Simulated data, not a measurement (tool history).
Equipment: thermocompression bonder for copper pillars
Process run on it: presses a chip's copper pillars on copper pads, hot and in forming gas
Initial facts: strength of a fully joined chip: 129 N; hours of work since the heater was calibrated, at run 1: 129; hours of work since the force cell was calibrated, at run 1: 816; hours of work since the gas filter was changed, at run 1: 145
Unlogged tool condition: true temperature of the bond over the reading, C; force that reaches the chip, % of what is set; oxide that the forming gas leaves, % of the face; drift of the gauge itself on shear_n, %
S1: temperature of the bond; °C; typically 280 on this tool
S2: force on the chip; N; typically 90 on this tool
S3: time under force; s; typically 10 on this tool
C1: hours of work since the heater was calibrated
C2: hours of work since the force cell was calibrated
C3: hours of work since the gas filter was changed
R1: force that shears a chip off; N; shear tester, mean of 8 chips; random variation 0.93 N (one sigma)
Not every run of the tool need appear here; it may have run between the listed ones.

Run 1, day 0.000: usual settings; C1 129; C2 816; C3 145. Result: R1 78.2 N.
Run 2, day 0.283: usual settings; C1 133; C2 819; C3 148. Result: R1 77.5 N.
Run 3, day 0.721: usual settings; C1 138; C2 825; C3 153. Result: R1 77.9 N.
Run 4, day 0.971: usual settings; C1 141; C2 828; C3 156. Result: R1 78.5 N.
Run 5, day 1.392: usual settings; C1 146; C2 833; C3 161. Result: R1 77.8 N.
Run 6, day 1.588: usual settings; C1 149; C2 835; C3 164. Result: R1 77.5 N.
Run 7, day 1.938: usual settings but S3 13 s; C1 153; C2 839; C3 168. Result: R1 83.5 N.
Run 8, day 2.267: usual settings but S1 277 °C, S3 13 s; C1 157; C2 843; C3 172. Result: R1 80.8 N.
Run 9, day 2.475: usual settings but S1 277 °C, S3 13 s; C1 159; C2 846; C3 175. Result: R1 81.3 N.
At day 2.846: force cell calibrated.
Run 10, day 2.879: usual settings but S1 277 °C, S3 13 s; C1 163; C2 0; C3 179. Result: R1 81.1 N.
Run 11, day 3.317: usual settings but S1 277 °C, S3 13 s; C1 169; C2 6; C3 184. Result: R1 82.7 N.
Run 12, day 3.762: usual settings but S1 277 °C, S3 13 s; C1 174; C2 11; C3 189. Result: R1 84.2 N.
Run 13, day 3.967: usual settings but S2 62 N; C1 177; C2 14; C3 192. Result: R1 67.0 N.
Run 14, day 4.283: usual settings; C1 180; C2 17; C3 196. Result: R1 78.3 N.
Run 15, day 4.750: usual settings; C1 186; C2 23; C3 201. Result: R1 78.1 N.
Run 16, day 4.979: usual settings; C1 189; C2 26; C3 204. Result: R1 78.5 N.
At day 5.246: force cell calibrated, once more.
Run 17, day 5.350: usual settings but S1 267 °C; C1 193; C2 1; C3 208. Result: R1 65.1 N.
Run 18, day 5.650: usual settings but S1 267 °C; C1 196; C2 5; C3 211. Result: R1 65.0 N.
Run 19, day 6.004: usual settings but S1 267 °C; C1 201; C2 9; C3 216. Result: R1 66.1 N.
Run 20, day 6.333: usual settings but S1 267 °C; C1 205; C2 13; C3 220. Result: R1 65.2 N.
Run 21, day 6.629: usual settings but S1 267 °C, S2 80 N; C1 208; C2 17; C3 223. Result: R1 61.2 N.
Run 22, day 6.979: usual settings but S1 302 °C, S2 68 N; C1 212; C2 21; C3 228. Result: R1 83.7 N.
Run 23, day 7.283: usual settings but S2 82 N, S3 13 s; C1 216; C2 25; C3 231. Result: R1 78.3 N.
Run 24, day 7.554: usual settings but S1 299 °C, S2 75 N; C1 219; C2 28; C3 234. Result: R1 81.8 N.
Run 25, day 7.879: usual settings but S1 299 °C, S2 75 N; C1 223; C2 32; C3 238. Result: R1 83.8 N.
Run 26, day 8.321: usual settings but S1 299 °C, S2 75 N; C1 229; C2 37; C3 244. Result: R1 83.9 N.
Run 27, day 8.783: usual settings but S1 299 °C, S2 75 N; C1 234; C2 43; C3 249. Result: R1 82.4 N.
Run 28, day 9.058: usual settings but S1 284 °C, S2 101 N; C1 237; C2 46; C3 253. Result: R1 83.5 N.
Run 29, day 9.350: usual settings but S1 264 °C, S2 119 N, S3 6 s; C1 241; C2 50; C3 256. Result: R1 60.7 N.
Run 30, day 9.704: usual settings but S1 264 °C, S2 119 N, S3 6 s; C1 245; C2 54; C3 260. Result: R1 60.3 N.
Run 31, day 10.042: usual settings but S1 301 °C, S2 119 N, S3 23 s; C1 249; C2 58; C3 265. Result: R1 109.1 N.
Run 32, day 10.279: usual settings but S1 308 °C, S2 120 N, S3 13 s; C1 252; C2 61; C3 267. Result: R1 107.2 N.
Run 33, day 10.571: usual settings but S1 297 °C, S2 64 N, S3 9 s; C1 256; C2 64; C3 271. Result: R1 75.0 N.
Run 34, day 10.762: usual settings but S1 290 °C, S2 60 N, S3 12 s; C1 258; C2 67; C3 273. Result: R1 71.9 N.
Run 35, day 11.129: usual settings but S1 279 °C, S2 54 N; C1 262; C2 71; C3 278. Result: R1 59.3 N.
Run 36, day 11.475: usual settings but S1 279 °C, S2 54 N, S3 17 s; C1 267; C2 75; C3 282. Result: R1 68.4 N.
Run 37, day 11.833: usual settings but S1 288 °C, S2 69 N, S3 5 s; C1 271; C2 80; C3 286. Result: R1 58.0 N.

For each entry between runs, how does the tool's hidden state at the last listed run before it compare with that at the first listed run after it?
In the gap between runs 9 and 10: force cell calibrated (day 2.846)
  force that reaches the chip, % of what is set: 107.6 -> 110.6; oxide that the forming gas leaves, % of the face: 4.91 -> 5.01
  measured less the result without the state, R1: -0.6 -> +0.1 N
In the gap between runs 16 and 17: force cell calibrated, once more (day 5.246)
  true temperature of the bond over the reading, C: 1 -> 1.1; force that reaches the chip, % of what is set: 110.8 -> 100.3; oxide that the forming gas leaves, % of the face: 5.64 -> 5.73
  measured less the result without the state, R1: +0.0 -> -2.7 N
